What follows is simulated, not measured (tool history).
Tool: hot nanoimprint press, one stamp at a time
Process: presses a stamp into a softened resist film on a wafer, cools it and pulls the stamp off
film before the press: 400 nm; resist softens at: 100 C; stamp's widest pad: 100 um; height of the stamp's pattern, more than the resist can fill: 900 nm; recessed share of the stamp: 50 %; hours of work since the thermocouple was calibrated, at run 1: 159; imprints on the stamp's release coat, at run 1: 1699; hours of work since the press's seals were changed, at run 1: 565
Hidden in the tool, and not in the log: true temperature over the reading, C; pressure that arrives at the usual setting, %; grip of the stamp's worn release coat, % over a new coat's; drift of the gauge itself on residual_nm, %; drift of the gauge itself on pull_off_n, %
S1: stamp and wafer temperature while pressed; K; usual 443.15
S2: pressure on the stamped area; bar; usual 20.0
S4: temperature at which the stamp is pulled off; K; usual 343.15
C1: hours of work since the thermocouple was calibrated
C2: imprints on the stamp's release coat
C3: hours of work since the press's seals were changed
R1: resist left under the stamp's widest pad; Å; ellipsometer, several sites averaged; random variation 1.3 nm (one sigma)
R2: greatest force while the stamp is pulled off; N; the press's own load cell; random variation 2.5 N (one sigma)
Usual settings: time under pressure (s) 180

{"run": 1, "hour": 0.0, "S1": 443.15, "S2": 20.0, "time under pressure (s)": 180, "S4": 343.15, "C1": 159, "C2": 1699, "C3": 565, "R1": 2029, "R2": 146}
{"run": 2, "hour": 43.1, "S1": 443.15, "S2": 20.0, "time under pressure (s)": 180, "S4": 343.15, "C1": 181, "C2": 1769, "C3": 587, "R1": 2017, "R2": 143}
{"hour": 60.7, "done": "stamp cleaned and given a new release coat"}
{"run": 3, "hour": 99.2, "S1": 443.15, "S2": 20.0, "time under pressure (s)": 180, "S4": 343.15, "C1": 207, "C2": 62, "C3": 612, "R1": 2025, "R2": 114}
{"run": 4, "hour": 138.1, "S1": 443.15, "S2": 20.0, "time under pressure (s)": 180, "S4": 343.15, "C1": 227, "C2": 125, "C3": 632, "R1": 2044, "R2": 116}
{"run": 5, "hour": 182.3, "S1": 443.15, "S2": 20.0, "time under pressure (s)": 180, "S4": 331.15, "C1": 249, "C2": 197, "C3": 654, "R1": 2086, "R2": 152}
{"run": 6, "hour": 206.0, "S1": 451.15, "S2": 20.0, "time under pressure (s)": 180, "S4": 343.15, "C1": 261, "C2": 235, "C3": 667, "R1": 1483, "R2": 124}
{"run": 7, "hour": 246.8, "S1": 443.15, "S2": 20.0, "time under pressure (s)": 180, "S4": 343.15, "C1": 282, "C2": 301, "C3": 687, "R1": 2056, "R2": 122}
{"run": 8, "hour": 278.8, "S1": 443.15, "S2": 20.0, "time under pressure (s)": 180, "S4": 343.15, "C1": 299, "C2": 353, "C3": 704, "R1": 2063, "R2": 121}
{"run": 9, "hour": 304.7, "S1": 443.15, "S2": 20.0, "time under pressure (s)": 180, "S4": 343.15, "C1": 312, "C2": 395, "C3": 717, "R1": 2098, "R2": 119}
{"run": 10, "hour": 354.7, "S1": 432.15, "S2": 20.0, "time under pressure (s)": 180, "S4": 343.15, "C1": 337, "C2": 476, "C3": 742, "R1": 3019, "R2": 119}
{"run": 11, "hour": 379.1, "S1": 432.15, "S2": 20.0, "time under pressure (s)": 180, "S4": 343.15, "C1": 350, "C2": 516, "C3": 755, "R1": 3025, "R2": 128}
{"run": 12, "hour": 406.4, "S1": 436.15, "S2": 20.0, "time under pressure (s)": 180, "S4": 343.15, "C1": 364, "C2": 560, "C3": 769, "R1": 2697, "R2": 122}
{"hour": 412.4, "done": "plate thermocouple calibrated"}
{"run": 13, "hour": 442.2, "S1": 443.15, "S2": 12.8, "time under pressure (s)": 180, "S4": 343.15, "C1": 15, "C2": 613, "C3": 785, "R1": 2556, "R2": 124}
{"run": 14, "hour": 487.8, "S1": 443.15, "S2": 12.8, "time under pressure (s)": 180, "S4": 350.15, "C1": 38, "C2": 687, "C3": 809, "R1": 2555, "R2": 109}
{"hour": 506.3, "done": "plate thermocouple calibrated, once more"}
{"run": 15, "hour": 542.8, "S1": 443.15, "S2": 20.0, "time under pressure (s)": 117, "S4": 343.15, "C1": 19, "C2": 771, "C3": 835, "R1": 2272, "R2": 123}
{"run": 16, "hour": 596.3, "S1": 444.15, "S2": 18.5, "time under pressure (s)": 207, "S4": 336.15, "C1": 46, "C2": 857, "C3": 862, "R1": 1882, "R2": 146}
{"run": 17, "hour": 620.1, "S1": 444.15, "S2": 18.5, "time under pressure (s)": 207, "S4": 336.15, "C1": 58, "C2": 896, "C3": 875, "R1": 1911, "R2": 143}
{"run": 18, "hour": 648.5, "S1": 449.15, "S2": 13.5, "time under pressure (s)": 207, "S4": 333.15, "C1": 72, "C2": 942, "C3": 889, "R1": 1820, "R2": 150}
{"run": 19, "hour": 670.6, "S1": 443.15, "S2": 17.3, "time under pressure (s)": 180, "S4": 343.15, "C1": 84, "C2": 978, "C3": 900, "R1": 2149, "R2": 121}
{"run": 20, "hour": 704.2, "S1": 443.15, "S2": 20.0, "time under pressure (s)": 150, "S4": 335.15, "C1": 101, "C2": 1032, "C3": 917, "R1": 2162, "R2": 147}
{"run": 21, "hour": 755.3, "S1": 443.15, "S2": 20.0, "time under pressure (s)": 180, "S4": 343.15, "C1": 127, "C2": 1115, "C3": 944, "R1": 1996, "R2": 124}
{"run": 22, "hour": 802.0, "S1": 442.15, "S2": 20.0, "time under pressure (s)": 105, "S4": 343.15, "C1": 151, "C2": 1190, "C3": 967, "R1": 2487, "R2": 134}
{"run": 23, "hour": 837.8, "S1": 442.15, "S2": 20.0, "time under pressure (s)": 105, "S4": 343.15, "C1": 169, "C2": 1248, "C3": 986, "R1": 2473, "R2": 135}
{"run": 24, "hour": 884.8, "S1": 443.15, "S2": 13.7, "time under pressure (s)": 174, "S4": 343.15, "C1": 193, "C2": 1325, "C3": 1010, "R1": 2431, "R2": 134}
{"run": 25, "hour": 908.1, "S1": 443.15, "S2": 13.7, "time under pressure (s)": 201, "S4": 343.15, "C1": 205, "C2": 1362, "C3": 1021, "R1": 2330, "R2": 138}
{"run": 26, "hour": 958.6, "S1": 443.15, "S2": 13.7, "time under pressure (s)": 295, "S4": 343.15, "C1": 231, "C2": 1444, "C3": 1047, "R1": 2064, "R2": 141}
{"run": 27, "hour": 982.9, "S1": 433.15, "S2": 30.0, "time under pressure (s)": 295, "S4": 343.15, "C1": 243, "C2": 1483, "C3": 1060, "R1": 2226, "R2": 135}
{"run": 28, "hour": 1016.2, "S1": 448.15, "S2": 20.0, "time under pressure (s)": 314, "S4": 343.15, "C1": 260, "C2": 1537, "C3": 1077, "R1": 1384, "R2": 139}

Run 29 comes next. What will it give?
{"run": 29, "hour": 1047.6, "S1": 448.15, "S2": 20.0, "time under pressure (s)": 314, "S4": 343.15, "C1": 276, "C2": 1588, "C3": 1093, "R1": "?", "R2": "?"}

{"run 29": {"R1": 1375, "R2": 143}}
Without the tool's hidden state the same run would have given R1 1295 Å, R2 117 N.

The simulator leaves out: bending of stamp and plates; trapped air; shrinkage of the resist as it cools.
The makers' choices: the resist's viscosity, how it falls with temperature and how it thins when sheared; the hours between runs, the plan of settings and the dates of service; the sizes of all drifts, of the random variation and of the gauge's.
